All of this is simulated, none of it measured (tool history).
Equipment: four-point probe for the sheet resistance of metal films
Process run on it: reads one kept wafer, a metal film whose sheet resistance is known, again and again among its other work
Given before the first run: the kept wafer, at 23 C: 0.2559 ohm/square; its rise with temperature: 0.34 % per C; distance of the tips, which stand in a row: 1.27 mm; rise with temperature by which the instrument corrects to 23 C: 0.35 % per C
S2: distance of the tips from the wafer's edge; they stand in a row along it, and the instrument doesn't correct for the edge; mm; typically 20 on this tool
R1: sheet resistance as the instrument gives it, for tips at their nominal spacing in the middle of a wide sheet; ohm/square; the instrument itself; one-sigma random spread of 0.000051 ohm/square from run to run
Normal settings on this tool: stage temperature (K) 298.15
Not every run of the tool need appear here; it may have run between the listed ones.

{"run": 1, "day": 0.0, "stage temperature (K)": 298.15, "S2": 20, "R1": 0.256454}
{"run": 2, "day": 4.046, "stage temperature (K)": 298.15, "S2": 20, "R1": 0.256444}
{"run": 3, "day": 7.317, "stage temperature (K)": 302.15, "S2": 20, "R1": 0.25618}
{"run": 4, "day": 9.675, "stage temperature (K)": 302.15, "S2": 20, "R1": 0.256185}
{"run": 5, "day": 13.275, "stage temperature (K)": 297.15, "S2": 20, "R1": 0.256316}
{"run": 6, "day": 17.054, "stage temperature (K)": 298.15, "S2": 20, "R1": 0.256298}
{"run": 7, "day": 20.867, "stage temperature (K)": 298.15, "S2": 20, "R1": 0.256221}
{"run": 8, "day": 23.212, "stage temperature (K)": 298.15, "S2": 20, "R1": 0.256237}
{"run": 9, "day": 27.125, "stage temperature (K)": 300.15, "S2": 20, "R1": 0.256076}
{"run": 10, "day": 29.079, "stage temperature (K)": 300.15, "S2": 20, "R1": 0.256037}
{"run": 11, "day": 30.942, "stage temperature (K)": 298.15, "S2": 6, "R1": 0.261674}
{"run": 12, "day": 33.021, "stage temperature (K)": 298.15, "S2": 6, "R1": 0.261652}
{"run": 13, "day": 34.846, "stage temperature (K)": 298.15, "S2": 6, "R1": 0.261635}
{"run": 14, "day": 38.404, "stage temperature (K)": 298.15, "S2": 6, "R1": 0.261469}
{"run": 15, "day": 42.492, "stage temperature (K)": 298.15, "S2": 6, "R1": 0.261569}
{"run": 16, "day": 45.279, "stage temperature (K)": 298.15, "S2": 6, "R1": 0.261564}
{"run": 17, "day": 47.375, "stage temperature (K)": 298.15, "S2": 20, "R1": 0.255895}
{"run": 18, "day": 50.029, "stage temperature (K)": 298.15, "S2": 20, "R1": 0.255893}
{"run": 19, "day": 53.708, "stage temperature (K)": 298.15, "S2": 20, "R1": 0.255952}
{"run": 20, "day": 56.167, "stage temperature (K)": 298.15, "S2": 47, "R1": 0.255516}
{"run": 21, "day": 59.05, "stage temperature (K)": 298.15, "S2": 47, "R1": 0.255404}
{"run": 22, "day": 61.158, "stage temperature (K)": 294.15, "S2": 20, "R1": 0.255943}
{"run": 23, "day": 64.104, "stage temperature (K)": 294.15, "S2": 20, "R1": 0.255884}
{"run": 24, "day": 66.079, "stage temperature (K)": 292.15, "S2": 8, "R1": 0.25885}
{"run": 25, "day": 68.092, "stage temperature (K)": 292.15, "S2": 3, "R1": 0.277712}
{"run": 26, "day": 71.692, "stage temperature (K)": 292.15, "S2": 3, "R1": 0.277626}
{"run": 27, "day": 74.338, "stage temperature (K)": 301.15, "S2": 20, "R1": 0.255582}
{"run": 28, "day": 76.483, "stage temperature (K)": 297.15, "S2": 20, "R1": 0.255708}
{"run": 29, "day": 79.129, "stage temperature (K)": 297.15, "S2": 20, "R1": 0.255651}
{"run": 30, "day": 82.988, "stage temperature (K)": 304.15, "S2": 17, "R1": 0.255608}
{"run": 31, "day": 85.125, "stage temperature (K)": 293.15, "S2": 5, "R1": 0.263806}
{"run": 32, "day": 88.246, "stage temperature (K)": 295.15, "S2": 4, "R1": 0.268149}
{"run": 33, "day": 90.121, "stage temperature (K)": 295.15, "S2": 22, "R1": 0.255559}
{"run": 34, "day": 93.142, "stage temperature (K)": 294.15, "S2": 4, "R1": 0.268133}
{"run": 35, "day": 97.029, "stage temperature (K)": 294.15, "S2": 4, "R1": 0.268085}
{"day": 100.117, "done": "stage's thermometer calibrated"}
{"run": 36, "day": 101.217, "stage temperature (K)": 306.15, "S2": 6, "R1": 0.261273}
{"run": 37, "day": 103.971, "stage temperature (K)": 299.15, "S2": 32, "R1": 0.255595}
{"run": 38, "day": 107.004, "stage temperature (K)": 299.15, "S2": 32, "R1": 0.255731}
{"run": 39, "day": 109.088, "stage temperature (K)": 307.15, "S2": 4, "R1": 0.268235}
{"run": 40, "day": 113.054, "stage temperature (K)": 296.15, "S2": 71, "R1": 0.255554}
{"run": 41, "day": 116.758, "stage temperature (K)": 294.15, "S2": 8, "R1": 0.258855}
{"run": 42, "day": 118.746, "stage temperature (K)": 306.15, "S2": 71, "R1": 0.25513}
{"run": 43, "day": 120.7, "stage temperature (K)": 306.15, "S2": 71, "R1": 0.255077}
{"run": 44, "day": 123.454, "stage temperature (K)": 301.15, "S2": 43, "R1": 0.255407}
{"run": 45, "day": 127.088, "stage temperature (K)": 301.15, "S2": 51, "R1": 0.255289}

Some steps in R1 between neighbouring runs. How much of each would the tool show without its hidden state too (settings, what came in, random variation), and how much is left for the hidden state, with any gauge scatter that isn't in both results?
Hidden state present: inner tips' distance over the nominal, %; tips' flats over new ones', %; wafer's true temperature over the reading, C; drift of the gauge itself on sheet_ohm, %.
Run 24 -> 25: S2 8 -> 3. R1 +0.018862 ohm/square: hidden state -0.000069, all else +0.018931.
Run 26 -> 27: stage temperature (K) 292.15 -> 301.15, S2 3 -> 20. R1 -0.022044 ohm/square: hidden state +0.000047, all else -0.022091.
Run 33 -> 34: stage temperature (K) 295.15 -> 294.15, S2 22 -> 4. R1 +0.012574 ohm/square: hidden state -0.000078, all else +0.012652.
Run 35 -> 36: stage temperature (K) 294.15 -> 306.15, S2 4 -> 6, stage's thermometer calibrated. R1 -0.006812 ohm/square: hidden state +0.000679, all else -0.007491.
Run 39 -> 40: stage temperature (K) 307.15 -> 296.15, S2 4 -> 71. R1 -0.012681 ohm/square: hidden state -0.000023, all else -0.012658.

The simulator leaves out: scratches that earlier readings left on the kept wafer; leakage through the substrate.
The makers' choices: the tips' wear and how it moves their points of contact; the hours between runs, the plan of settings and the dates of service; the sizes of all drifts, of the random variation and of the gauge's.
